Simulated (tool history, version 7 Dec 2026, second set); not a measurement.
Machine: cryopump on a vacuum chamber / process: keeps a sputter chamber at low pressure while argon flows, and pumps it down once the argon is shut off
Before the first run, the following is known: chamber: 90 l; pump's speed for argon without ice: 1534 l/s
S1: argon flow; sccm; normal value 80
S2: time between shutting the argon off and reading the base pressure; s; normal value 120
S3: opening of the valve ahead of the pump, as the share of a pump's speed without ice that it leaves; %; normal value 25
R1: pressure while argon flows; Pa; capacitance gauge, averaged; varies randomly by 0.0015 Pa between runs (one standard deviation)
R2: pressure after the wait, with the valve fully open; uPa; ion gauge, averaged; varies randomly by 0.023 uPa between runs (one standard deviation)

run,hour,S1,S2,S3,R1,R2
1,0.0,80,120,25,0.3542,1.16
2,14.6,47,120,25,0.2085,1.18
3,26.6,80,120,25,0.3561,1.24
4,42.5,80,120,25,0.3580,1.20
5,55.9,80,120,25,0.3556,1.15
6,72.3,80,120,25,0.3571,1.26
7,89.2,80,120,25,0.3558,1.18
8,103.1,80,120,25,0.3575,1.24
9,113.0,80,120,25,0.3570,1.28
10,128.2,80,118,25,0.3565,1.27
11,143.3,80,120,25,0.3570,1.29
12,159.2,80,120,36,0.2518,1.21
13,174.6,46,120,55,0.0957,1.26
14,189.5,46,120,55,0.0956,1.32
15,200.8,32,80,26,0.1379,1.56
16,214.4,32,80,26,0.1392,1.56
17,232.2,32,69,26,0.1403,1.69
18,243.9,56,34,50,0.1289,2.79
19,251.9,56,198,45,0.1434,1.04
20,261.0,56,198,45,0.1432,0.99
21,271.7,56,39,45,0.1434,2.52
22,289.4,47,120,18,0.2942,1.29

5 options for the next run, each taken on its own from the tool as it stands now. Forecast them:
A,306.2,80,20,25,?,?
B,306.2,80,120,26,?,?
C,306.2,47,120,35,?,?
D,306.2,70,120,25,?,?
E,306.2,129,120,25,?,?

run,R1,R2
A,0.3631,4.28
B,0.3493,1.24
C,0.1526,1.27
D,0.3178,1.30
E,0.5806,1.26
Without the tool's hidden state the same runs would have given:
run,R1,R2
A,0.3530,3.81
B,0.3393,0.77
C,0.1468,0.79
D,0.3090,0.81
E,0.5646,0.78
